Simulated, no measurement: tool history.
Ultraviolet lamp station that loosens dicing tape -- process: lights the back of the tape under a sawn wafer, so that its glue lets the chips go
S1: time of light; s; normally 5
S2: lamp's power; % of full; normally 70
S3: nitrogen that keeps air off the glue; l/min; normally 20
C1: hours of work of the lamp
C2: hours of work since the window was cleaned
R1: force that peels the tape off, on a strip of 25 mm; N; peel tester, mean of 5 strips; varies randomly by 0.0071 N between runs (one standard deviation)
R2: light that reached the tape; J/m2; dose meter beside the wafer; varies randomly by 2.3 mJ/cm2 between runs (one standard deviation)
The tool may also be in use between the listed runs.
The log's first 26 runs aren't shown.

run,hour,S1,S2,S3,C1,C2,R1,R2
27,328.9,3,85,20,797,169,0.486,1750
28,347.7,3,85,20,811,183,0.495,1810
29,356.8,5,89,23,819,190,0.141,3050
30,370.8,2,97,10,829,201,1.164,1350
31,387.6,2,71,10,843,214,1.666,1020
32,399.3,3,70,20,852,224,0.701,1460
33,413.6,4,80,24,863,235,0.287,2240
34,428.9,6,92,33,875,247,0.096,3810
35,441.1,2,99,6,884,256,1.454,1420
36,456.3,2,99,6,896,268,1.425,1380
37,466.7,5,76,32,904,276,0.171,2660
38,479.7,9,71,20,914,286,0.104,4470
39,498.3,9,71,20,929,300,0.099,4480
40,516.8,9,71,20,943,315,0.095,4410
41,530.4,2,84,28,953,325,0.935,1190
42,539.3,8,84,13,960,332,0.103,4670

What if the next run were any one of these 3? Each begins from the tool's condition after run 42:
A,557.2,7,82,8,974,346,?,?
B,557.2,8,81,17,974,346,?,?
C,557.2,8,84,10,974,346,?,?

run,R1,R2
A,0.169,4020
B,0.093,4510
C,0.114,4660
With no hidden state in the tool, these same runs would have given:
run,R1,R2
A,0.168,4030
B,0.093,4520
C,0.114,4670

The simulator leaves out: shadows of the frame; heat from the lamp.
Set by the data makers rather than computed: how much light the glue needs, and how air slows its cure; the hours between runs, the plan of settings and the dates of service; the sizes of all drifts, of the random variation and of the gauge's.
